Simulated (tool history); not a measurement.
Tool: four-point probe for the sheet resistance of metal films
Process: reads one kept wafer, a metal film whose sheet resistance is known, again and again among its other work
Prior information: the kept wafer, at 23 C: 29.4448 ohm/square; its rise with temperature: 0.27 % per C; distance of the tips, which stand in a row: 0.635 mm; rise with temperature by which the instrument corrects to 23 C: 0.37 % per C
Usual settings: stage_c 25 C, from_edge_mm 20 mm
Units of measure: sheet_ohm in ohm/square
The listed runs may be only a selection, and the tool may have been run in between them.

| run | hour | stage_c | from_edge_mm | sheet_ohm |
|---|---|---|---|---|
| 1 | 0 | 25 | 20 | 29.420753 |
| 2 | 90.3 | 25 | 20 | 29.415714 |
| 3 | 166.1 | 25 | 27 | 29.405168 |
| 4 | 214.4 | 32 | 20 | 29.220572 |
| 5 | 253.1 | 25 | 71 | 29.394456 |
| 6 | 340.4 | 25 | 8 | 29.502259 |
| 7 | 421.3 | 25 | 8 | 29.507896 |
| 8 | 464.2 | 25 | 8 | 29.519032 |
| 9 | 546.5 | 25 | 8 | 29.517326 |
| 10 | 585.6 | 25 | 17 | 29.434571 |
|  | 600.9 | stage's thermometer calibrated |
| 11 | 650.2 | 25 | 17 | 29.479535 |
| 12 | 695.2 | 25 | 17 | 29.491554 |
| 13 | 770.8 | 25 | 17 | 29.476164 |
| 14 | 842.5 | 34 | 17 | 29.238931 |
| 15 | 921.5 | 34 | 20 | 29.2343 |
| 16 | 985 | 34 | 20 | 29.240143 |
| 17 | 1040.8 | 32 | 20 | 29.295568 |
| 18 | 1109.9 | 32 | 20 | 29.297958 |
| 19 | 1161.9 | 25 | 51 | 29.493184 |
| 20 | 1225.1 | 25 | 51 | 29.486691 |
| 21 | 1276.5 | 25 | 51 | 29.486753 |
| 22 | 1345.3 | 25 | 20 | 29.501657 |
| 23 | 1395.3 | 24 | 5 | 29.775926 |
| 24 | 1459.6 | 24 | 5 | 29.772242 |
| 25 | 1501 | 27 | 9 | 29.531193 |
| 26 | 1567.2 | 22 | 20 | 29.599957 |
| 27 | 1652.7 | 22 | 20 | 29.615169 |
| 28 | 1711.3 | 22 | 20 | 29.616362 |
| 29 | 1757.2 | 22 | 54 | 29.60589 |
| 30 | 1826.5 | 23 | 13 | 29.612101 |
| 31 | 1918.6 | 18 | 12 | 29.770921 |
|  | 1954.7 | new probe head fitted |
| 32 | 1974.7 | 18 | 12 | 29.58003 |
| 33 | 2056.6 | 32 | 3 | 29.812584 |
| 34 | 2121.1 | 24 | 10 | 29.424528 |
| 35 | 2159.7 | 19 | 10 | 29.571758 |
| 36 | 2234.8 | 25 | 20 | 29.352823 |
| 37 | 2294.5 | 29 | 43 | 29.229608 |
| 38 | 2340.8 | 24 | 21 | 29.397812 |
| 39 | 2421.1 | 20 | 17 | 29.516683 |
| 40 | 2466.4 | 20 | 17 | 29.508149 |
|  | 2542.1 | stage's thermometer calibrated |
| 41 | 2558.4 | 20 | 17 | 29.548948 |
| 42 | 2636.9 | 31 | 30 | 29.214641 |
| 43 | 2712.5 | 24 | 38 | 29.418621 |

Below, some changes in sheet_ohm between adjacent runs. For each, the amount present without the hidden state too (settings, incoming material, random variation) and the amount remaining for the hidden state with gauge scatter not shared by both compared results:
What the log doesn't record here: inner tips' distance over the nominal, %; tips' flats over new ones', %; wafer's true temperature over the reading, C; drift of the gauge itself on sheet_ohm, %.
Run 10 -> 11: stage's thermometer calibrated. sheet_ohm +0.044964 ohm/square: hidden state +0.03479, all else +0.010174.
Run 22 -> 23: stage_c 25 -> 24, from_edge_mm 20 -> 5. sheet_ohm +0.274269 ohm/square: hidden state +0.003695, all else +0.270574.
Run 31 -> 32: new probe head fitted. sheet_ohm -0.190891 ohm/square: hidden state -0.196829, all else +0.005938.
Run 33 -> 34: stage_c 32 -> 24, from_edge_mm 3 -> 10. sheet_ohm -0.388056 ohm/square: hidden state +0.003619, all else -0.391675.
Run 40 -> 41: stage's thermometer calibrated. sheet_ohm +0.040799 ohm/square: hidden state +0.020786, all else +0.020013.
Run 41 -> 42: stage_c 20 -> 31, from_edge_mm 17 -> 30. sheet_ohm -0.334307 ohm/square: hidden state +0.004586, all else -0.338893.
